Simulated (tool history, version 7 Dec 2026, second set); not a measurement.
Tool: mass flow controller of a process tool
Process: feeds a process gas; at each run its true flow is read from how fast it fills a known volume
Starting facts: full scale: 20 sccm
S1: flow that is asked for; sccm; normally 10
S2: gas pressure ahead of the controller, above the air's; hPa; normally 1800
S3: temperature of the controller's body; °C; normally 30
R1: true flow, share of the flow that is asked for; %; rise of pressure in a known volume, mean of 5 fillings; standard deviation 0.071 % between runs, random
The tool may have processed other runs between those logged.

Run 1, hour 0: usual settings. Result: R1 100.03 %.
Run 2, hour 139.5: usual settings. Result: R1 100.13 %.
Run 3, hour 281.6: usual settings. Result: R1 100.02 %.
Run 4, hour 427.4: usual settings but S3 28 °C. Result: R1 100 %.
Run 5, hour 725.4: usual settings but S1 6 sccm. Result: R1 99.99 %.
Run 6, hour 1015.8: usual settings but S1 6 sccm. Result: R1 99.91 %.
Run 7, hour 1179.7: usual settings but S1 6 sccm. Result: R1 99.94 %.
Run 8, hour 1468.1: usual settings but S1 6 sccm, S2 1840 hPa, S3 26 °C. Result: R1 99.73 %.
Run 9, hour 1631.6: usual settings but S1 2 sccm. Result: R1 99.73 %.
Run 10, hour 1884.7: usual settings but S1 3 sccm, S3 23 °C. Result: R1 99.42 %.
Run 11, hour 2109.6: usual settings but S1 3 sccm, S3 23 °C. Result: R1 99.56 %.
Run 12, hour 2379.1: usual settings but S1 6 sccm. Result: R1 100.04 %.
Run 13, hour 2565.2: usual settings but S1 2 sccm, S2 1680 hPa, S3 23 °C. Result: R1 99.53 %.

Here are 4 independent what-if runs from the current tool condition. What would each one return?
Run A, hour 2823.3: usual settings but S1 2 sccm, S2 1680 hPa, S3 29 °C. Result: R1 ?.
Run B, hour 2823.3: usual settings but S1 7 sccm, S2 2300 hPa, S3 23 °C. Result: R1 ?.
Run C, hour 2823.3: usual settings but S1 11 sccm, S2 2560 hPa, S3 29 °C. Result: R1 ?.
Run D, hour 2823.3: usual settings but S3 40 °C. Result: R1 ?.

run      R1
  A   99.89
  B   99.28
  C    99.7
  D  100.63
Stripped of hidden state, with their random variation kept, the same runs would have yielded:
run      R1
  A   99.87
  B   99.28
  C   99.71
  D  100.64

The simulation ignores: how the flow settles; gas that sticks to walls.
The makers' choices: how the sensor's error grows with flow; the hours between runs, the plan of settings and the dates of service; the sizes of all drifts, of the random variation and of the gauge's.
